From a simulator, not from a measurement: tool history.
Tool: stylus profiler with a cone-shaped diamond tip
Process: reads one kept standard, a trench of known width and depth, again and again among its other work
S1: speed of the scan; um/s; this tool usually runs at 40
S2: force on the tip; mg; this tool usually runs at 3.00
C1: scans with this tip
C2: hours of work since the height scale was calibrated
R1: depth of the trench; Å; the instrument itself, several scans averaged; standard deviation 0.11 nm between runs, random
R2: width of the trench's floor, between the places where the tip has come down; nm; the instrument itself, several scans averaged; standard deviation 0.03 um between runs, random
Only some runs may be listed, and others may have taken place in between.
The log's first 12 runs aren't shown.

run	day	S1	S2	C1	C2	R1	R2
13	39.112	13	3.00	26249	111	2036.6	16080
14	42.258	40	3.00	26616	143	2038.1	15890
15	44.604	40	3.00	26890	167	2037.7	15920
16	46.933	40	3.00	27162	191	2039.0	15870
17	49.942	40	3.00	27513	222	2040.5	15900
18	51.792	40	3.00	27729	241	2039.4	15880
19	54.762	96	2.01	28076	271	2028.4	15420
20	58.892	47	2.32	28557	314	2031.8	15750
21	63.146	47	2.32	29054	357	2033.7	15770
22	65.588	54	1.34	29338	382	2022.4	15580
23	67.446	24	6.79	29555	401	2068.2	15960
24	71.042	22	4.60	29975	438	2052.3	15860
25	74.846	85	1.10	30419	477	2021.0	15250
26	79.033	45	3.70	30908	520	2047.2	15790
27	82.242	79	3.00	31282	553	2038.6	15510
28	86.683	100	1.14	31801	599	2022.8	15050
29	90.846	100	1.14	32287	641	2022.0	15000
# day 92.329: new tip fitted, height scale calibrated
30	94.396	64	4.32	241	21	2047.4	16820
31	97.708	64	4.32	628	55	2048.3	16830
32	99.996	74	3.00	895	79	2038.6	16630
33	101.888	74	1.50	1116	98	2023.8	16570
34	104.275	69	2.08	1394	123	2028.7	16610
35	107.667	21	1.62	1790	157	2026.7	16920

Each row is a separate what-if for the run after 35, all from the same tool condition, not one after another. Results?
A	111.742	21	3.12	2266	199	?	?
B	111.742	143	8.83	2266	199	?	?
C	111.742	21	3.70	2266	199	?	?

run	R1	R2
A	2039.8	16940
B	2075.8	16600
C	2046.0	16920
Had the tool no hidden state, the same runs would have come out as:
run	R1	R2
A	2039.1	17090
B	2075.0	16750
C	2045.3	17070

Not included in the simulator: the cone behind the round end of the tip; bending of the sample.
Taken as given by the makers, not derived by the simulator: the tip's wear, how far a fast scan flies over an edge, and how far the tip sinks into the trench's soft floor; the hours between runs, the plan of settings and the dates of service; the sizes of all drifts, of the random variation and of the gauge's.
